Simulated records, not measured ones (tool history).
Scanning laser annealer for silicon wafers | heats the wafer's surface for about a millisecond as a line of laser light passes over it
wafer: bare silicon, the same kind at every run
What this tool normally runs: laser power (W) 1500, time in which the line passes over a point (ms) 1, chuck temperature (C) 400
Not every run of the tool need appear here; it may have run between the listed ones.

run   hour  laser power (W)  time in which the line passes over a point (ms)  chuck temperature (C)  highest temperature of the surface (C)
  1      0             1500                                                1                    400                                    1100
  2   26.1             1500                                              1.2                    400                                    1153
  3   47.5             1500                                                1                    400                                    1097
  4   77.2             1500                                                1                    400                                    1097
  5  103.4             1500                                                1                    400                                    1095
  6  116.2             1500                                                1                    400                                    1097
       123  -- optics aligned, line set to its width
  7  146.9             1500                                                1                    400                                    1094
  8  161.8             1611                                                1                    400                                    1151
  9  190.6             1611                                                1                    400                                    1148
 10  211.8             1611                                             0.98                    428                                    1169
 11  241.4             1340                                             0.98                    400                                    1002
 12    259             1500                                             1.06                    374                                    1081
       272  -- optics aligned, line set to its width, once more
 13  277.6             1548                                             1.21                    374                                    1156
 14    303             1382                                             1.21                    374                                    1059
 15  330.5             1382                                             1.21                    374                                    1056
 16  353.4             1552                                             0.78                    374                                    1019
 17    382             1403                                             1.14                    371                                    1046

Consider 4 possible next runs. They are alternatives, not a sequence: every one starts from the tool as it was left by run 17. What does each give?
  A  404.9             1523                                                1                    412                                       ?
  B  404.9             1471                                             1.23                    416                                       ?
  C  404.9             1375                                             1.14                    418                                       ?
  D  404.9             1403                                             0.86                    371                                       ?

run  highest temperature of the surface (C)
  A                                    1114
  B                                    1150
  C                                    1077
  D                                     969
Take away the tool's hidden state, keep each run's random variation, and the runs would have read:
run  highest temperature of the surface (C)
  A                                    1130
  B                                    1166
  C                                    1092
  D                                     983

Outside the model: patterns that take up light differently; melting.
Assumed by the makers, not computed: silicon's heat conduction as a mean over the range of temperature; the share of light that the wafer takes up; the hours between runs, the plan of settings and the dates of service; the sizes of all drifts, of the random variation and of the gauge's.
